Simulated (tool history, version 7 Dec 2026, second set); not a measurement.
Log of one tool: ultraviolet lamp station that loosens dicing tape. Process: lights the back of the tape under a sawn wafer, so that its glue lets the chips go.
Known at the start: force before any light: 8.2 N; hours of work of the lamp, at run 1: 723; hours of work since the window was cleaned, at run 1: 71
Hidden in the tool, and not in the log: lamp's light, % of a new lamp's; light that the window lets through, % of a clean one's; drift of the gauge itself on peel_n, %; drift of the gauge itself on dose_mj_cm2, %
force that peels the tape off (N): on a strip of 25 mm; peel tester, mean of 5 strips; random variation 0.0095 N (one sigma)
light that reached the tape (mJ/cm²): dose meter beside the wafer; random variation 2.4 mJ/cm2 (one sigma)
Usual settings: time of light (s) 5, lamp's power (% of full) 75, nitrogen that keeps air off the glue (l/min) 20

run,hour,time of light (s),lamp's power (% of full),nitrogen that keeps air off the glue (l/min),hours of work of the lamp,hours of work since the window was cleaned,force that peels the tape off (N),light that reached the tape (mJ/cm²)
1,0,5,75,20,723,71,0.632,230
2,41.5,5,75,20,745,93,0.657,226
3,105.9,5,79,20,778,126,0.6,237
4,145.8,5,79,20,799,147,0.619,230
5,178.2,5,79,20,816,164,0.642,228
6,238.1,5,79,20,847,195,0.674,219
7,301.1,5,79,20,880,228,0.747,219
8,343.3,5,75,20,902,250,0.867,201
# hour 370.6: window cleaned of glue's vapour
9,413.5,5,75,20,938,22,0.675,227
10,469.7,5,75,20,967,52,0.701,224
11,502.3,10,75,20,984,69,0.133,437
12,570.8,5,75,20,1020,104,0.763,211
13,612.2,8,75,20,1042,126,0.236,335
14,664.2,4,75,20,1069,153,1.235,162
15,710.7,4,75,20,1093,177,1.316,164
16,764.4,2,78,6,1121,205,3.877,85
17,839.6,10,75,6,1160,244,0.329,385
# hour 876.7: window cleaned of glue's vapour
18,910.3,3,75,20,1197,17,1.818,129
19,969.8,3,83,20,1228,48,1.673,141
20,1033.8,3,96,9,1261,82,1.801,159
21,1075.8,3,96,14,1283,104,1.592,156
22,1122.5,3,96,14,1307,128,1.677,152
23,1192.9,3,96,14,1344,165,1.696,150
24,1254,2,75,19,1376,196,3.355,79
25,1316.8,3,83,12,1408,229,2.334,122
# hour 1381.6: window cleaned of glue's vapour
26,1385.5,6,97,7,1444,2,0.489,323
27,1440.8,6,62,13,1473,31,1.089,203
28,1500.2,2,97,18,1504,62,2.632,102
29,1556.2,2,97,18,1533,91,2.696,104

Measured less the same run without the tool's hidden state. The same run-to-run variation is in both; the gauge's scatter may not be:
run,force that peels the tape off (N),light that reached the tape (mJ/cm²)
1,+0.231,-46
2,+0.252,-50
3,+0.258,-58
4,+0.278,-62
5,+0.301,-64
6,+0.329,-69
7,+0.386,-76
8,+0.452,-75
9,+0.266,-51
10,+0.298,-56
11,+0.036,-118
12,+0.362,-65
13,+0.118,-109
14,+0.574,-58
15,+0.632,-62
16,+1.004,-34
17,+0.199,-174
18,+0.613,-38
19,+0.641,-45
20,+0.726,-56
21,+0.715,-58
22,+0.774,-61
23,+0.823,-66
24,+1.11,-36
25,+1.096,-63
26,+0.261,-112
27,+0.551,-75
28,+0.968,-42
29,+1.032,-44

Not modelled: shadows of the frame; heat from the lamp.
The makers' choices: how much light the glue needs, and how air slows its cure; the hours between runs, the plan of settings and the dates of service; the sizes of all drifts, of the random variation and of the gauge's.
